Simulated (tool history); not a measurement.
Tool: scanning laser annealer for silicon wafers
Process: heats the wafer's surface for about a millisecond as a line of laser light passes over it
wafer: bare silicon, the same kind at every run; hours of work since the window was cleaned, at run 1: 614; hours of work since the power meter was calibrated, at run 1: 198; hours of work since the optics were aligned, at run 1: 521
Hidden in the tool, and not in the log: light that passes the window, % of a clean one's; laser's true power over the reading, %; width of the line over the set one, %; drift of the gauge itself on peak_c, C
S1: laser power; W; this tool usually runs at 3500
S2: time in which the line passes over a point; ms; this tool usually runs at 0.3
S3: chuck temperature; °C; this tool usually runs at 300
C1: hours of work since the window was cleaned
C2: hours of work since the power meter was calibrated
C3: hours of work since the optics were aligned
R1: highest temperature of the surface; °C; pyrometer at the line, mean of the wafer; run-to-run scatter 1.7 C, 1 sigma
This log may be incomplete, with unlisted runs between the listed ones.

run 1 day=0 | S1=3500 S2=0.3 S3=300 | C1=614 C2=198 C3=521 | R1=1082
run 2 day=0.254 | S1=3500 S2=0.3 S3=300 | C1=617 C2=201 C3=524 | R1=1079
run 3 day=0.608 | S1=3500 S2=0.3 S3=300 | C1=621 C2=205 C3=528 | R1=1080
run 4 day=0.988 | S1=3500 S2=0.3 S3=300 | C1=625 C2=209 C3=532 | R1=1080
run 5 day=1.204 | S1=3500 S2=0.3 S3=300 | C1=628 C2=212 C3=535 | R1=1079
run 6 day=1.5 | S1=3500 S2=0.3 S3=300 | C1=631 C2=215 C3=538 | R1=1080
run 7 day=1.804 | S1=3500 S2=0.3 S3=300 | C1=635 C2=219 C3=542 | R1=1077
run 8 day=2.054 | S1=3500 S2=0.3 S3=300 | C1=637 C2=221 C3=545 | R1=1079
run 9 day=2.383 | S1=3500 S2=0.3 S3=300 | C1=641 C2=225 C3=548 | R1=1078
run 10 day=2.804 | S1=3500 S2=0.3 S3=300 | C1=646 C2=230 C3=553 | R1=1077
run 11 day=3.2 | S1=3500 S2=0.3 S3=300 | C1=651 C2=235 C3=558 | R1=1080
run 12 day=3.521 | S1=3500 S2=0.3 S3=300 | C1=654 C2=238 C3=561 | R1=1077
run 13 day=3.758 | S1=3429 S2=0.28 S3=300 | C1=657 C2=241 C3=564 | R1=1039
run 14 day=3.95 | S1=3429 S2=0.28 S3=300 | C1=659 C2=243 C3=566 | R1=1040
run 15 day=4.233 | S1=3033 S2=0.375 S3=328 | C1=662 C2=246 C3=570 | R1=1064
run 16 day=4.517 | S1=3079 S2=0.347 S3=321 | C1=666 C2=250 C3=573 | R1=1044
run 17 day=4.829 | S1=3079 S2=0.347 S3=321 | C1=669 C2=253 C3=576 | R1=1043
run 18 day=5.138 | S1=3382 S2=0.23 S3=300 | C1=673 C2=257 C3=580 | R1=965

What will run 19 give?
run 19 day=5.338 | S1=3652 S2=0.23 S3=262 | C1=675 C2=259 C3=582 | R1=?

Run 19 gave R1 984 °C.
With no hidden state in the tool, this same run would have given R1 1006 °C.
